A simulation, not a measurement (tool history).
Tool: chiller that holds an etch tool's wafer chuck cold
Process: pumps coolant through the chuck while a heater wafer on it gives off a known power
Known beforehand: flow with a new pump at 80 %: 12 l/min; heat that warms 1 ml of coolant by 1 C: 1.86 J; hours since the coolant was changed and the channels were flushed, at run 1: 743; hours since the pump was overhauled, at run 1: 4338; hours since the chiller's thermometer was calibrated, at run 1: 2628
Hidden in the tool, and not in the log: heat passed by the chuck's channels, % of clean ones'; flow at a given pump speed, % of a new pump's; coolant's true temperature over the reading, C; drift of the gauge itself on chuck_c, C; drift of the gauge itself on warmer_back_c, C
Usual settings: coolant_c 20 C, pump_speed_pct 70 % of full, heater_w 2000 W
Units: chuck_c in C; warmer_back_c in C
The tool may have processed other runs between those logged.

| run | hour | coolant_c | pump_speed_pct | heater_w | hours since the coolant was changed and the channels were flushed | hours since the pump was overhauled | hours since the chiller's thermometer was calibrated | chuck_c | warmer_back_c |
|---|---|---|---|---|---|---|---|---|---|
| 1 | 0 | 20 | 70 | 2000 | 743 | 4338 | 2628 | 33.5 | 6.13 |
| 2 | 108.6 | 19 | 70 | 2000 | 852 | 4446 | 2736 | 32.5 | 6.14 |
| 3 | 195.6 | 20 | 87 | 2000 | 939 | 4533 | 2823 | 31.5 | 4.96 |
| 4 | 274.6 | 20 | 87 | 2000 | 1018 | 4612 | 2902 | 31.6 | 4.91 |
| 5 | 416.7 | 20 | 70 | 2000 | 1160 | 4754 | 3044 | 33.4 | 6.14 |
| 6 | 560.8 | 20 | 70 | 1056 | 1304 | 4898 | 3188 | 27.1 | 3.22 |
| 7 | 654.1 | 20 | 70 | 2821 | 1397 | 4992 | 3282 | 39 | 8.66 |
| 8 | 773.9 | 20 | 70 | 2000 | 1517 | 5111 | 3401 | 33.6 | 6.12 |
|  | 796.2 | chiller's thermometer calibrated |
| 9 | 932.3 | 20 | 70 | 2000 | 1674 | 5269 | 136 | 33.4 | 6.2 |
| 10 | 1024.8 | 20 | 70 | 2000 | 1767 | 5361 | 229 | 33.6 | 6.16 |
|  | 1062 | coolant pump overhauled |
| 11 | 1130.2 | 20 | 97 | 2000 | 1867 | 68 | 329 | 30.6 | 4.43 |
| 12 | 1287.8 | 20 | 70 | 2000 | 2025 | 226 | 487 | 33.5 | 6.14 |
| 13 | 1423.2 | 20 | 70 | 2000 | 2160 | 361 | 622 | 33.4 | 6.11 |
| 14 | 1545.8 | 20 | 70 | 2000 | 2283 | 484 | 745 | 33.6 | 6.14 |
| 15 | 1619.5 | 20 | 70 | 2000 | 2357 | 558 | 818 | 33.4 | 6.09 |
| 16 | 1777.6 | 20 | 70 | 2000 | 2515 | 716 | 976 | 33.3 | 6.13 |
| 17 | 1868 | 29 | 97 | 1680 | 2605 | 806 | 1067 | 37.8 | 3.8 |
| 18 | 2025.3 | 20 | 88 | 1597 | 2762 | 963 | 1224 | 29.3 | 3.87 |
| 19 | 2179.9 | 20 | 76 | 2679 | 2917 | 1118 | 1379 | 36.8 | 7.64 |
| 20 | 2274.5 | 18 | 70 | 2000 | 3012 | 1212 | 1473 | 31.5 | 6.19 |
| 21 | 2360.9 | 10 | 66 | 2061 | 3098 | 1299 | 1560 | 24.6 | 6.75 |
| 22 | 2475 | 10 | 66 | 2061 | 3212 | 1413 | 1674 | 24.5 | 6.72 |
| 23 | 2588.3 | 20 | 73 | 1286 | 3325 | 1526 | 1787 | 28.4 | 3.8 |
| 24 | 2660 | 17 | 80 | 2582 | 3397 | 1598 | 1859 | 32.9 | 6.94 |
| 25 | 2793.6 | 20 | 70 | 1528 | 3531 | 1732 | 1992 | 30.3 | 4.72 |
| 26 | 2894.2 | 30 | 70 | 2364 | 3631 | 1832 | 2093 | 45.9 | 7.24 |
| 27 | 3036.3 | 14 | 66 | 1677 | 3773 | 1974 | 2235 | 25.9 | 5.48 |
| 28 | 3102.7 | 26 | 71 | 2000 | 3840 | 2041 | 2302 | 39.4 | 6 |
| 29 | 3197 | 26 | 71 | 2000 | 3934 | 2135 | 2396 | 39.5 | 6.07 |
| 30 | 3261 | 20 | 70 | 1115 | 3998 | 2199 | 2460 | 27.6 | 3.47 |
| 31 | 3352.1 | 18 | 70 | 2941 | 4089 | 2290 | 2551 | 37.8 | 9.13 |

Predict each of these 3 candidate next runs independently; none follows another, all start after run 31:
| A | 3466.9 | 13 | 66 | 2621 | 4204 | 2405 | 2666 | ? | ? |
| B | 3466.9 | 18 | 76 | 2213 | 4204 | 2405 | 2666 | ? | ? |
| C | 3466.9 | 20 | 70 | 2087 | 4204 | 2405 | 2666 | ? | ? |

| run | chuck_c | warmer_back_c |
|---|---|---|
| A | 31.6 | 8.65 |
| B | 32 | 6.27 |
| C | 34 | 6.45 |
Had the tool no hidden state, the same runs would have come out as:
| run | chuck_c | warmer_back_c |
|---|---|---|
| A | 31.5 | 8.64 |
| B | 32 | 6.26 |
| C | 34 | 6.44 |
